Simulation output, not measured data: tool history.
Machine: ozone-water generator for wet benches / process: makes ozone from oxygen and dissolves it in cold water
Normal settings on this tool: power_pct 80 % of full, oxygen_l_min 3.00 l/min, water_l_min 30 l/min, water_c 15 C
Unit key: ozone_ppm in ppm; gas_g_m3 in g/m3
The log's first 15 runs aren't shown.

Run 16, hour 1655.4: usual settings but water_c 8 C. Result: ozone_ppm 13.1 ppm, gas_g_m3 200.1 g/m3.
Run 17, hour 1782.3: usual settings. Result: ozone_ppm 12.8 ppm, gas_g_m3 200.7 g/m3.
Run 18, hour 1929.3: usual settings. Result: ozone_ppm 12.8 ppm, gas_g_m3 201.8 g/m3.
Run 19, hour 2005.0: usual settings but power_pct 88 % of full, water_l_min 46 l/min, water_c 12 C. Result: ozone_ppm 8.9 ppm, gas_g_m3 215.1 g/m3.
Run 20, hour 2095.0: usual settings but power_pct 61 % of full, oxygen_l_min 5.10 l/min, water_l_min 27 l/min, water_c 8 C. Result: ozone_ppm 13.4 ppm, gas_g_m3 122.9 g/m3.
Run 21, hour 2239.7: usual settings but power_pct 49 % of full, oxygen_l_min 1.60 l/min, water_l_min 29 l/min, water_c 8 C. Result: ozone_ppm 7.8 ppm, gas_g_m3 197.2 g/m3.
Run 22, hour 2376.9: usual settings but power_pct 49 % of full, oxygen_l_min 1.60 l/min, water_l_min 29 l/min, water_c 8 C. Result: ozone_ppm 7.8 ppm, gas_g_m3 195.7 g/m3.
Run 23, hour 2444.1: usual settings but power_pct 94 % of full, oxygen_l_min 1.60 l/min, water_l_min 24 l/min, water_c 13 C. Result: ozone_ppm 14.8 ppm, gas_g_m3 318.8 g/m3.
Run 24, hour 2547.3: usual settings but power_pct 84 % of full, water_l_min 25 l/min. Result: ozone_ppm 15.4 ppm, gas_g_m3 207.9 g/m3.
Run 25, hour 2620.7: usual settings but oxygen_l_min 1.72 l/min. Result: ozone_ppm 10.8 ppm, gas_g_m3 272.8 g/m3.
Run 26, hour 2742.6: usual settings but power_pct 53 % of full, oxygen_l_min 1.52 l/min, water_l_min 39 l/min. Result: ozone_ppm 5.8 ppm, gas_g_m3 214.9 g/m3.
Run 27, hour 2885.7: usual settings but water_l_min 22 l/min. Result: ozone_ppm 16.8 ppm, gas_g_m3 204.3 g/m3.
Run 28, hour 2996.3: usual settings but water_l_min 22 l/min. Result: ozone_ppm 16.7 ppm, gas_g_m3 199.1 g/m3.
Run 29, hour 3106.4: usual settings but power_pct 61 % of full, oxygen_l_min 5.21 l/min, water_c 18 C. Result: ozone_ppm 11.1 ppm, gas_g_m3 124.1 g/m3.
Run 30, hour 3213.6: usual settings but power_pct 88 % of full, oxygen_l_min 2.72 l/min, water_c 18 C. Result: ozone_ppm 12.7 ppm, gas_g_m3 229.0 g/m3.
Run 31, hour 3316.4: usual settings but power_pct 73 % of full, oxygen_l_min 5.34 l/min, water_l_min 38 l/min, water_c 20 C. Result: ozone_ppm 10.1 ppm, gas_g_m3 138.6 g/m3.
Run 32, hour 3432.6: usual settings but power_pct 65 % of full, water_l_min 19 l/min, water_c 21 C. Result: ozone_ppm 15.0 ppm, gas_g_m3 171.8 g/m3.
At hour 3444.1: gauge calibrated.
Run 33, hour 3500.6: usual settings but power_pct 65 % of full, water_l_min 19 l/min, water_c 21 C. Result: ozone_ppm 14.9 ppm, gas_g_m3 168.2 g/m3.

Below are 3 alternative next runs, each starting from the tool's condition after run 33. Predict each:
Run A, hour 3569.2: usual settings but power_pct 96 % of full, water_c 21 C. Result: ozone_ppm ?, gas_g_m3 ?.
Run B, hour 3569.2: usual settings but power_pct 46 % of full, water_l_min 19 l/min, water_c 21 C. Result: ozone_ppm ?, gas_g_m3 ?.
Run C, hour 3569.2: usual settings but water_c 8 C. Result: ozone_ppm ?, gas_g_m3 ?.

run  ozone_ppm  gas_g_m3
  A       13.9     224.7
  B       11.8     130.6
  C       13.2     199.4
With no hidden state in the tool, these same runs would have given:
run  ozone_ppm  gas_g_m3
  A       13.9     224.8
  B       11.8     130.6
  C       13.2     199.4
